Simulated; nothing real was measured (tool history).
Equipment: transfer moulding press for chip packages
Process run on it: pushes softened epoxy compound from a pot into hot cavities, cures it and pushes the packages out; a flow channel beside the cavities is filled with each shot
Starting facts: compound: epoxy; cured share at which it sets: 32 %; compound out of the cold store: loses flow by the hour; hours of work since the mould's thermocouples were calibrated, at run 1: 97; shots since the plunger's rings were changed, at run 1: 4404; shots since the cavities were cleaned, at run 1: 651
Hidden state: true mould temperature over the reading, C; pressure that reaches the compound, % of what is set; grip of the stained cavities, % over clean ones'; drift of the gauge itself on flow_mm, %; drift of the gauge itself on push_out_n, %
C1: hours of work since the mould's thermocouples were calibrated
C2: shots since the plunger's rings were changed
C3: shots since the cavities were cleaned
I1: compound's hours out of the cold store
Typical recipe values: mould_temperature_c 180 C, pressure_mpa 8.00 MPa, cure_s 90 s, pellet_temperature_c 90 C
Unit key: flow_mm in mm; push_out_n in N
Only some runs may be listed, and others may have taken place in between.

{"run": 1, "hour": 0.0, "mould_temperature_c": 180, "pressure_mpa": 8.0, "cure_s": 90, "pellet_temperature_c": 90, "C1": 97, "C2": 4404, "C3": 651, "I1": 30.1, "flow_mm": 865, "push_out_n": 933}
{"run": 2, "hour": 4.5, "mould_temperature_c": 180, "pressure_mpa": 8.0, "cure_s": 90, "pellet_temperature_c": 90, "C1": 99, "C2": 4449, "C3": 696, "I1": 46.8, "flow_mm": 792, "push_out_n": 884}
{"run": 3, "hour": 11.5, "mould_temperature_c": 180, "pressure_mpa": 8.0, "cure_s": 90, "pellet_temperature_c": 90, "C1": 103, "C2": 4520, "C3": 767, "I1": 13.3, "flow_mm": 963, "push_out_n": 1007}
{"run": 4, "hour": 17.9, "mould_temperature_c": 180, "pressure_mpa": 8.0, "cure_s": 90, "pellet_temperature_c": 90, "C1": 106, "C2": 4585, "C3": 832, "I1": 28.2, "flow_mm": 893, "push_out_n": 967}
{"run": 5, "hour": 21.7, "mould_temperature_c": 180, "pressure_mpa": 8.0, "cure_s": 90, "pellet_temperature_c": 90, "C1": 108, "C2": 4623, "C3": 870, "I1": 26.2, "flow_mm": 895, "push_out_n": 1021}
{"run": 6, "hour": 26.4, "mould_temperature_c": 180, "pressure_mpa": 8.0, "cure_s": 122, "pellet_temperature_c": 90, "C1": 111, "C2": 4671, "C3": 918, "I1": 18.4, "flow_mm": 919, "push_out_n": 800}
{"run": 7, "hour": 34.4, "mould_temperature_c": 180, "pressure_mpa": 8.0, "cure_s": 122, "pellet_temperature_c": 90, "C1": 115, "C2": 4752, "C3": 999, "I1": 47.7, "flow_mm": 778, "push_out_n": 796}
{"run": 8, "hour": 41.4, "mould_temperature_c": 180, "pressure_mpa": 8.0, "cure_s": 90, "pellet_temperature_c": 90, "C1": 119, "C2": 4822, "C3": 1069, "I1": 25.5, "flow_mm": 897, "push_out_n": 977}
{"run": 9, "hour": 46.1, "mould_temperature_c": 180, "pressure_mpa": 8.0, "cure_s": 90, "pellet_temperature_c": 90, "C1": 121, "C2": 4870, "C3": 1117, "I1": 23.6, "flow_mm": 897, "push_out_n": 1026}
{"hour": 54.2, "done": "cavities cleaned with cleaning compound and waxed"}
{"run": 10, "hour": 55.9, "mould_temperature_c": 180, "pressure_mpa": 8.0, "cure_s": 90, "pellet_temperature_c": 90, "C1": 126, "C2": 4954, "C3": 17, "I1": 16.7, "flow_mm": 934, "push_out_n": 1222}
{"run": 11, "hour": 60.5, "mould_temperature_c": 180, "pressure_mpa": 8.0, "cure_s": 90, "pellet_temperature_c": 90, "C1": 128, "C2": 5001, "C3": 64, "I1": 30.7, "flow_mm": 877, "push_out_n": 1151}
{"run": 12, "hour": 64.3, "mould_temperature_c": 175, "pressure_mpa": 8.0, "cure_s": 90, "pellet_temperature_c": 90, "C1": 130, "C2": 5039, "C3": 102, "I1": 28.0, "flow_mm": 883, "push_out_n": 1550}
{"run": 13, "hour": 68.2, "mould_temperature_c": 181, "pressure_mpa": 8.0, "cure_s": 90, "pellet_temperature_c": 90, "C1": 132, "C2": 5078, "C3": 141, "I1": 16.3, "flow_mm": 944, "push_out_n": 1112}
{"run": 14, "hour": 72.6, "mould_temperature_c": 181, "pressure_mpa": 8.0, "cure_s": 90, "pellet_temperature_c": 90, "C1": 134, "C2": 5123, "C3": 186, "I1": 11.7, "flow_mm": 960, "push_out_n": 1146}
{"run": 15, "hour": 79.9, "mould_temperature_c": 180, "pressure_mpa": 8.0, "cure_s": 100, "pellet_temperature_c": 90, "C1": 138, "C2": 5196, "C3": 259, "I1": 13.2, "flow_mm": 953, "push_out_n": 1001}
{"run": 16, "hour": 87.2, "mould_temperature_c": 179, "pressure_mpa": 6.22, "cure_s": 73, "pellet_temperature_c": 89, "C1": 142, "C2": 5271, "C3": 334, "I1": 39.4, "flow_mm": 728, "push_out_n": 1675}
{"hour": 90.8, "done": "cavities cleaned with cleaning compound and waxed, once more"}
{"run": 17, "hour": 94.4, "mould_temperature_c": 179, "pressure_mpa": 6.22, "cure_s": 73, "pellet_temperature_c": 89, "C1": 145, "C2": 5328, "C3": 37, "I1": 44.4, "flow_mm": 700, "push_out_n": 770}
{"run": 18, "hour": 99.4, "mould_temperature_c": 179, "pressure_mpa": 6.22, "cure_s": 73, "pellet_temperature_c": 89, "C1": 148, "C2": 5378, "C3": 87, "I1": 18.7, "flow_mm": 815, "push_out_n": 954}
{"hour": 104.0, "done": "plunger's sealing rings changed"}
{"run": 19, "hour": 110.2, "mould_temperature_c": 179, "pressure_mpa": 6.22, "cure_s": 73, "pellet_temperature_c": 89, "C1": 152, "C2": 62, "C3": 171, "I1": 15.4, "flow_mm": 903, "push_out_n": 1105}
{"run": 20, "hour": 118.7, "mould_temperature_c": 180, "pressure_mpa": 6.2, "cure_s": 123, "pellet_temperature_c": 90, "C1": 157, "C2": 148, "C3": 257, "I1": 46.3, "flow_mm": 747, "push_out_n": 580}
{"run": 21, "hour": 125.1, "mould_temperature_c": 173, "pressure_mpa": 6.96, "cure_s": 90, "pellet_temperature_c": 90, "C1": 160, "C2": 213, "C3": 322, "I1": 19.8, "flow_mm": 941, "push_out_n": 1292}
{"run": 22, "hour": 132.0, "mould_temperature_c": 180, "pressure_mpa": 6.44, "cure_s": 90, "pellet_temperature_c": 91, "C1": 164, "C2": 284, "C3": 393, "I1": 38.4, "flow_mm": 811, "push_out_n": 817}
{"run": 23, "hour": 140.9, "mould_temperature_c": 180, "pressure_mpa": 6.44, "cure_s": 105, "pellet_temperature_c": 85, "C1": 169, "C2": 373, "C3": 482, "I1": 25.2, "flow_mm": 867, "push_out_n": 721}
{"run": 24, "hour": 148.4, "mould_temperature_c": 187, "pressure_mpa": 8.0, "cure_s": 90, "pellet_temperature_c": 81, "C1": 172, "C2": 449, "C3": 558, "I1": 26.4, "flow_mm": 927, "push_out_n": 698}
{"run": 25, "hour": 155.5, "mould_temperature_c": 184, "pressure_mpa": 7.1, "cure_s": 95, "pellet_temperature_c": 82, "C1": 176, "C2": 521, "C3": 630, "I1": 13.9, "flow_mm": 944, "push_out_n": 766}
{"run": 26, "hour": 163.2, "mould_temperature_c": 180, "pressure_mpa": 8.0, "cure_s": 90, "pellet_temperature_c": 85, "C1": 180, "C2": 599, "C3": 708, "I1": 43.9, "flow_mm": 866, "push_out_n": 955}
{"run": 27, "hour": 169.7, "mould_temperature_c": 180, "pressure_mpa": 8.0, "cure_s": 90, "pellet_temperature_c": 85, "C1": 184, "C2": 665, "C3": 774, "I1": 40.1, "flow_mm": 872, "push_out_n": 991}
{"run": 28, "hour": 175.5, "mould_temperature_c": 175, "pressure_mpa": 8.57, "cure_s": 77, "pellet_temperature_c": 82, "C1": 187, "C2": 723, "C3": 832, "I1": 38.2, "flow_mm": 931, "push_out_n": 1777}
{"run": 29, "hour": 180.2, "mould_temperature_c": 173, "pressure_mpa": 9.34, "cure_s": 127, "pellet_temperature_c": 82, "C1": 189, "C2": 771, "C3": 880, "I1": 22.2, "flow_mm": 1070, "push_out_n": 870}

3 ways to go on from here, each from the tool as it stands after run 29. What would each give?
{"run": "A", "hour": 187.0, "mould_temperature_c": 173, "pressure_mpa": 9.34, "cure_s": 104, "pellet_temperature_c": 82, "C1": 193, "C2": 840, "C3": 949, "I1": 42.3, "flow_mm": "?", "push_out_n": "?"}
{"run": "B", "hour": 187.0, "mould_temperature_c": 173, "pressure_mpa": 9.34, "cure_s": 84, "pellet_temperature_c": 82, "C1": 193, "C2": 840, "C3": 949, "I1": 16.6, "flow_mm": "?", "push_out_n": "?"}
{"run": "C", "hour": 187.0, "mould_temperature_c": 173, "pressure_mpa": 8.0, "cure_s": 90, "pellet_temperature_c": 90, "C1": 193, "C2": 840, "C3": 949, "I1": 30.4, "flow_mm": "?", "push_out_n": "?"}

run=A flow_mm=966 push_out_n=1136
run=B flow_mm=1115 push_out_n=1873
run=C flow_mm=959 push_out_n=1505
Take away the tool's hidden state, keep each run's random variation, and the runs would have read:
run=A flow_mm=979 push_out_n=521
run=B flow_mm=1129 push_out_n=855
run=C flow_mm=972 push_out_n=689
